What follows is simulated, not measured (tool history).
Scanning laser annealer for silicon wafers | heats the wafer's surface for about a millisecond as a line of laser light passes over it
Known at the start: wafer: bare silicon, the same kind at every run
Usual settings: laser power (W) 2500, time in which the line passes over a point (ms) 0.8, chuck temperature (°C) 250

run   hour  laser power (W)  time in which the line passes over a point (ms)  chuck temperature (°C)  highest temperature of the surface (°C)
  1      0             2500                                              0.8                     250                                    984.1
  2     23             2500                                            0.984                     250                                   1076.1
  3   49.1             2500                                            0.984                     250                                   1074.5
  4   68.2             2500                                            0.984                     250                                   1074.2
  5   95.6             2500                                            0.984                     250                                   1072.5
  6  125.2             2500                                              0.8                     250                                    982.1
  7  141.6             2500                                              0.8                     222                                    954.5
  8  169.4             2500                                            0.635                     250                                    890.2
  9  187.6             2500                                              0.8                     211                                    942.1
 10  208.8             2500                                              0.8                     211                                    939.1
 11    240             2500                                              0.8                     250                                    979.8
 12  263.1             2179                                              0.8                     250                                    886.7
 13    294             2384                                            0.739                     214                                    879.1
 14  330.6             2384                                            0.739                     214                                    885.5
 15  347.3             2384                                            0.854                     214                                    939.3
 16  363.7             2673                                            0.854                     260                                   1073.6
 17  378.9             2673                                              0.6                     272                                      936
 18  402.4             2516                                            0.616                     254                                    890.6
 19  426.2             2516                                            0.616                     254                                    889.8
 20  446.9             2516                                            0.616                     254                                    889.7
 21  466.1             2745                                            0.589                     239                                    912.2
 22  491.2             2145                                              0.8                     228                                    856.3
 23  518.5             2145                                              0.8                     228                                    857.2

Not shown: 2 entries that the log had between the listed runs. Between which runs, and how does the tool's hidden state differ before and after?
Between runs 9 and 10: optics aligned, line set to its width (hour 194.7)
  light that passes the window, % of a clean one's: 99.39 -> 99.37; width of the line over the set one, %: 1.25 -> 1.92
  measured less the result without the state, highest temperature of the surface (°C): -8.9 -> -11.1
Between runs 13 and 14: optics aligned, line set to its width, once more (hour 303.7)
  light that passes the window, % of a clean one's: 99.23 -> 99.19; laser's true power over the reading, %: -0.07 -> -0.06; width of the line over the set one, %: 2 -> 0.16
  measured less the result without the state, highest temperature of the surface (°C): -11 -> -6.3
